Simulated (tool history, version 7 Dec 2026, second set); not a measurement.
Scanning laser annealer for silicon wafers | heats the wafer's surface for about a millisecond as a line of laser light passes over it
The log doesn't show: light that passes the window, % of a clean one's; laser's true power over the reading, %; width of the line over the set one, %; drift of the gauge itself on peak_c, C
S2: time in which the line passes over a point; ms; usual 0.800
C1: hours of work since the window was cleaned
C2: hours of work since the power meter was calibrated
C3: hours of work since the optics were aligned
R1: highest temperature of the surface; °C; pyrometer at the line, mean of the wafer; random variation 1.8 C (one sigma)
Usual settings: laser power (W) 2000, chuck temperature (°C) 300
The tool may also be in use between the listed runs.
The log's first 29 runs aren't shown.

Run 30, hour 525.4: usual settings but laser power (W) 1798, S2 0.898 ms; C1 91; C2 397; C3 204. Result: R1 963 °C.
Run 31, hour 540.7: usual settings but chuck temperature (°C) 274; C1 99; C2 405; C3 212. Result: R1 977 °C.
Run 32, hour 557.6: usual settings but laser power (W) 1972, S2 0.808 ms, chuck temperature (°C) 272; C1 107; C2 414; C3 221. Result: R1 972 °C.
Run 33, hour 578.3: usual settings but laser power (W) 1972, S2 0.808 ms, chuck temperature (°C) 272; C1 118; C2 425; C3 231. Result: R1 967 °C.
Run 34, hour 598.0: usual settings but laser power (W) 1972, S2 0.808 ms, chuck temperature (°C) 272; C1 129; C2 435; C3 242. Result: R1 968 °C.
Run 35, hour 618.5: usual settings but laser power (W) 1990, S2 0.684 ms, chuck temperature (°C) 288; C1 139; C2 446; C3 252. Result: R1 928 °C.
Run 36, hour 631.6: usual settings but laser power (W) 1990, S2 0.684 ms, chuck temperature (°C) 288; C1 146; C2 453; C3 259. Result: R1 936 °C.
Run 37, hour 646.9: usual settings but laser power (W) 1990, S2 0.684 ms, chuck temperature (°C) 288; C1 154; C2 461; C3 267. Result: R1 930 °C.
Run 38, hour 666.7: usual settings but laser power (W) 1990, S2 0.574 ms, chuck temperature (°C) 273; C1 164; C2 471; C3 278. Result: R1 859 °C.
Run 39, hour 691.9: usual settings but laser power (W) 2083, S2 0.659 ms, chuck temperature (°C) 295; C1 178; C2 485; C3 291. Result: R1 957 °C.
Run 40, hour 703.8: usual settings but laser power (W) 2083, S2 0.659 ms, chuck temperature (°C) 270; C1 184; C2 491; C3 297. Result: R1 930 °C.

4 ways to go on from here, each from the tool as it stands after run 40. What would each give?
Run A, hour 724.1: usual settings but laser power (W) 1904; C1 194; C2 501; C3 308. Result: R1 ?.
Run B, hour 724.1: usual settings but laser power (W) 1995, S2 0.682 ms, chuck temperature (°C) 276; C1 194; C2 501; C3 308. Result: R1 ?.
Run C, hour 724.1: usual settings but laser power (W) 1811; C1 194; C2 501; C3 308. Result: R1 ?.
Run D, hour 724.1: usual settings but laser power (W) 2083, S2 0.932 ms, chuck temperature (°C) 270; C1 194; C2 501; C3 308. Result: R1 ?.

run    R1
  A   961
  B   916
  C   929
  D  1058
Without the tool's hidden state the same runs would have given:
run    R1
  A   976
  B   931
  C   944
  D  1077
